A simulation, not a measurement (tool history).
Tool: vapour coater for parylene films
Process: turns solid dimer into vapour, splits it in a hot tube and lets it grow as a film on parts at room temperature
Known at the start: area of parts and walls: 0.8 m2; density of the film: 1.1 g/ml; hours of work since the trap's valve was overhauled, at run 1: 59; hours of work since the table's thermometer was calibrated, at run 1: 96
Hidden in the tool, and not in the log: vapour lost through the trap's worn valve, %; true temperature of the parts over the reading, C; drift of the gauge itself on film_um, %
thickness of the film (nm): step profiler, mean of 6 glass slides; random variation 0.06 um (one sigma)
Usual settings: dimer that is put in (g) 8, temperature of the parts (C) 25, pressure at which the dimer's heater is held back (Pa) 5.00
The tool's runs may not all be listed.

run	hour	dimer that is put in (g)	temperature of the parts (C)	pressure at which the dimer's heater is held back (Pa)	hours of work since the trap's valve was overhauled	hours of work since the table's thermometer was calibrated	thickness of the film (nm)
1	0.0	8	25	5.00	59	96	7070
2	13.8	8	25	5.00	70	107	7150
3	25.2	8	25	5.00	79	116	7120
4	40.4	8	25	5.00	91	128	7110
5	54.7	8	25	9.18	103	140	6530
6	66.8	8	25	9.18	112	149	6610
7	76.2	8	25	9.18	120	157	6570
8	85.1	8	25	5.00	127	164	6940
9	100.8	8	25	5.00	139	176	7090
10	116.8	8	27	5.00	152	189	6830
11	129.4	8	25	5.00	162	199	7080
12	137.5	8	25	5.00	168	205	7100
13	145.0	8	25	5.00	174	211	7080
14	158.4	8	25	5.00	185	222	7040
15	168.7	8	25	6.02	193	230	6930
16	183.4	8	25	5.00	205	242	7210
17	192.1	8	25	4.76	212	249	7220
18	208.3	8	33	8.92	225	262	5530
19	219.3	8	25	2.24	233	270	7910
20	229.8	8	20	3.74	242	279	8220
21	239.6	8	20	3.74	249	287	8190
22	249.0	8	20	3.74	257	294	8240
23	263.0	12	21	5.00	268	305	11590
24	278.4	12	21	5.00	280	317	11620
25	290.1	8	21	8.97	290	327	7350
26	300.4	8	21	8.97	298	335	7270
27	310.5	8	21	8.97	306	343	7310
28	321.7	14	28	5.00	315	352	11670
29	336.8	9	18	5.17	327	364	9310
30	351.4	9	18	5.17	338	375	9380
# hour 363.7: trap's valve overhauled
31	368.5	7	18	7.17	4	386	7020
32	384.7	7	27	4.52	17	399	5960

Forecast each of these 3 alternatives for the next run:
A	396.5	7	27	2.04	26	408	?
B	396.5	3	28	10.29	26	408	?
C	396.5	10	17	5.35	26	408	?

run	thickness of the film (nm)
A	6680
B	2300
C	10580
Without the tool's hidden state the same runs would have given:
run	thickness of the film (nm)
A	6680
B	2300
C	10590
